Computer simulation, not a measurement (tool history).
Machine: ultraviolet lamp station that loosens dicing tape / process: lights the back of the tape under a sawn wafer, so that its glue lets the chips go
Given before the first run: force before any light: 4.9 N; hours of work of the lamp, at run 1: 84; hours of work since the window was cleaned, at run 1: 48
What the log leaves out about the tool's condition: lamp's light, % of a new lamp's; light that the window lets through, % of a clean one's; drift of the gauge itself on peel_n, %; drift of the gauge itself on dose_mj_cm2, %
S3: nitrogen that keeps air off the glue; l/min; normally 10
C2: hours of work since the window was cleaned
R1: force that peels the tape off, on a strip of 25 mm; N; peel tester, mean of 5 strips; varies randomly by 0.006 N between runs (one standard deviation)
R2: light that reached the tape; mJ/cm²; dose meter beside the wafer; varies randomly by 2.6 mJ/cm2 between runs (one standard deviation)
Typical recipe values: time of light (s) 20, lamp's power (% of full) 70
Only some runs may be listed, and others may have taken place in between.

Run 1, hour 0.0: usual settings; hours of work of the lamp 84; C2 48. Result: R1 0.192 N, R2 313 mJ/cm².
Run 2, hour 9.3: usual settings; hours of work of the lamp 92; C2 55. Result: R1 0.195 N, R2 315 mJ/cm².
Run 3, hour 22.7: usual settings; hours of work of the lamp 102; C2 65. Result: R1 0.202 N, R2 311 mJ/cm².
Run 4, hour 36.6: usual settings; hours of work of the lamp 113; C2 76. Result: R1 0.193 N, R2 305 mJ/cm².
Run 5, hour 52.5: usual settings but time of light (s) 16; hours of work of the lamp 125; C2 88. Result: R1 0.319 N, R2 245 mJ/cm².
Run 6, hour 65.7: usual settings but lamp's power (% of full) 82; hours of work of the lamp 135; C2 98. Result: R1 0.155 N, R2 356 mJ/cm².
Run 7, hour 81.0: usual settings but lamp's power (% of full) 74; hours of work of the lamp 147; C2 110. Result: R1 0.187 N, R2 320 mJ/cm².
Run 8, hour 87.9: usual settings but lamp's power (% of full) 74; hours of work of the lamp 152; C2 115. Result: R1 0.200 N, R2 315 mJ/cm².
Run 9, hour 96.1: usual settings but lamp's power (% of full) 74; hours of work of the lamp 158; C2 121. Result: R1 0.201 N, R2 313 mJ/cm².
Run 10, hour 105.3: usual settings but lamp's power (% of full) 74; hours of work of the lamp 165; C2 129. Result: R1 0.199 N, R2 306 mJ/cm².
Run 11, hour 116.7: usual settings but lamp's power (% of full) 74; hours of work of the lamp 174; C2 137. Result: R1 0.202 N, R2 304 mJ/cm².
Run 12, hour 124.1: usual settings but time of light (s) 16; hours of work of the lamp 180; C2 143. Result: R1 0.362 N, R2 230 mJ/cm².
Run 13, hour 134.2: usual settings but time of light (s) 16; hours of work of the lamp 188; C2 151. Result: R1 0.375 N, R2 231 mJ/cm².
Run 14, hour 146.9: usual settings; hours of work of the lamp 197; C2 161. Result: R1 0.236 N, R2 285 mJ/cm².
Run 15, hour 154.5: usual settings but S3 3 l/min; hours of work of the lamp 203; C2 166. Result: R1 0.413 N, R2 277 mJ/cm².
Run 16, hour 170.3: usual settings but S3 3 l/min; hours of work of the lamp 215; C2 179. Result: R1 0.443 N, R2 275 mJ/cm².
Run 17, hour 178.8: usual settings but time of light (s) 25; hours of work of the lamp 222; C2 185. Result: R1 0.158 N, R2 345 mJ/cm².
At hour 180.6: window cleaned of glue's vapour.
Run 18, hour 187.0: usual settings but lamp's power (% of full) 63; hours of work of the lamp 228; C2 5. Result: R1 0.364 N, R2 231 mJ/cm².
Run 19, hour 198.3: usual settings but time of light (s) 13; hours of work of the lamp 237; C2 14. Result: R1 0.685 N, R2 168 mJ/cm².
Run 20, hour 205.6: usual settings but time of light (s) 13; hours of work of the lamp 242; C2 19. Result: R1 0.705 N, R2 160 mJ/cm².
Run 21, hour 218.4: usual settings but lamp's power (% of full) 68; hours of work of the lamp 252; C2 29. Result: R1 0.326 N, R2 242 mJ/cm².
Run 22, hour 233.1: usual settings but lamp's power (% of full) 68; hours of work of the lamp 263; C2 40. Result: R1 0.329 N, R2 242 mJ/cm².
Run 23, hour 248.3: usual settings but time of light (s) 11, lamp's power (% of full) 66, S3 5 l/min; hours of work of the lamp 275; C2 52. Result: R1 1.294 N, R2 127 mJ/cm².
Run 24, hour 259.3: usual settings but time of light (s) 11, lamp's power (% of full) 66, S3 5 l/min; hours of work of the lamp 283; C2 61. Result: R1 1.300 N, R2 129 mJ/cm².
At hour 264.2: window cleaned of glue's vapour, once more.
Run 25, hour 267.7: usual settings but time of light (s) 25, lamp's power (% of full) 66, S3 5 l/min; hours of work of the lamp 290; C2 3. Result: R1 0.226 N, R2 338 mJ/cm².
Run 26, hour 275.0: usual settings but time of light (s) 14, lamp's power (% of full) 66, S3 19 l/min; hours of work of the lamp 295; C2 8. Result: R1 0.456 N, R2 191 mJ/cm².
Run 27, hour 289.3: usual settings but time of light (s) 14, lamp's power (% of full) 66, S3 19 l/min; hours of work of the lamp 306; C2 19. Result: R1 0.474 N, R2 189 mJ/cm².
Run 28, hour 296.3: usual settings but time of light (s) 14, lamp's power (% of full) 66, S3 19 l/min; hours of work of the lamp 312; C2 25. Result: R1 0.479 N, R2 188 mJ/cm².
Run 29, hour 308.3: usual settings but lamp's power (% of full) 97, S3 7 l/min; hours of work of the lamp 321; C2 34. Result: R1 0.151 N, R2 390 mJ/cm².
Run 30, hour 316.6: usual settings but time of light (s) 38, lamp's power (% of full) 62; hours of work of the lamp 327; C2 40. Result: R1 0.113 N, R2 465 mJ/cm².
Run 31, hour 330.0: usual settings but time of light (s) 21, lamp's power (% of full) 77; hours of work of the lamp 337; C2 51. Result: R1 0.188 N, R2 315 mJ/cm².
Run 32, hour 339.6: usual settings but time of light (s) 17, lamp's power (% of full) 83; hours of work of the lamp 345; C2 58. Result: R1 0.266 N, R2 276 mJ/cm².
Run 33, hour 348.9: usual settings but time of light (s) 28, lamp's power (% of full) 96, S3 18 l/min; hours of work of the lamp 352; C2 65. Result: R1 0.099 N, R2 513 mJ/cm².
Run 34, hour 355.9: usual settings but time of light (s) 28, lamp's power (% of full) 96, S3 18 l/min; hours of work of the lamp 357; C2 71. Result: R1 0.095 N, R2 511 mJ/cm².
Run 35, hour 363.7: usual settings but time of light (s) 13, lamp's power (% of full) 83, S3 13 l/min; hours of work of the lamp 363; C2 77. Result: R1 0.433 N, R2 205 mJ/cm².
Run 36, hour 374.7: usual settings but time of light (s) 16, lamp's power (% of full) 98, S3 13 l/min; hours of work of the lamp 372; C2 85. Result: R1 0.188 N, R2 290 mJ/cm².
Run 37, hour 390.1: usual settings but time of light (s) 10, lamp's power (% of full) 93, S3 9 l/min; hours of work of the lamp 384; C2 97. Result: R1 0.654 N, R2 173 mJ/cm².
Run 38, hour 405.0: usual settings but time of light (s) 28, lamp's power (% of full) 93, S3 9 l/min; hours of work of the lamp 395; C2 108. Result: R1 0.106 N, R2 472 mJ/cm².
Run 39, hour 416.3: usual settings but time of light (s) 36, S3 12 l/min; hours of work of the lamp 404; C2 117. Result: R1 0.114 N, R2 451 mJ/cm².
Run 40, hour 430.5: usual settings but time of light (s) 11, lamp's power (% of full) 67; hours of work of the lamp 415; C2 128. Result: R1 1.015 N, R2 132 mJ/cm².
Run 41, hour 446.5: usual settings but time of light (s) 19, lamp's power (% of full) 97, S3 19 l/min; hours of work of the lamp 427; C2 140. Result: R1 0.154 N, R2 320 mJ/cm².
Run 42, hour 460.7: usual settings but time of light (s) 19, lamp's power (% of full) 97, S3 19 l/min; hours of work of the lamp 438; C2 151. Result: R1 0.152 N, R2 320 mJ/cm².
Run 43, hour 476.0: usual settings but time of light (s) 19, lamp's power (% of full) 97, S3 19 l/min; hours of work of the lamp 450; C2 163. Result: R1 0.154 N, R2 314 mJ/cm².

Predict each of these 4 candidate next runs independently; none follows another, all start after run 43:
Run A, hour 482.9: usual settings but time of light (s) 19, lamp's power (% of full) 98, S3 19 l/min; hours of work of the lamp 455; C2 168. Result: R1 ?, R2 ?.
Run B, hour 482.9: usual settings but time of light (s) 16, lamp's power (% of full) 73, S3 14 l/min; hours of work of the lamp 455; C2 168. Result: R1 ?, R2 ?.
Run C, hour 482.9: usual settings but time of light (s) 14, lamp's power (% of full) 68, S3 11 l/min; hours of work of the lamp 455; C2 168. Result: R1 ?, R2 ?.
Run D, hour 482.9: usual settings but time of light (s) 19, lamp's power (% of full) 85, S3 9 l/min; hours of work of the lamp 455; C2 168. Result: R1 ?, R2 ?.

run     R1   R2
  A  0.151  316
  B  0.467  197
  C  0.716  166
  D  0.263  273
What these runs would have given with no unlogged condition in the tool:
run     R1   R2
  A  0.098  457
  B  0.216  285
  C  0.347  238
  D  0.136  395
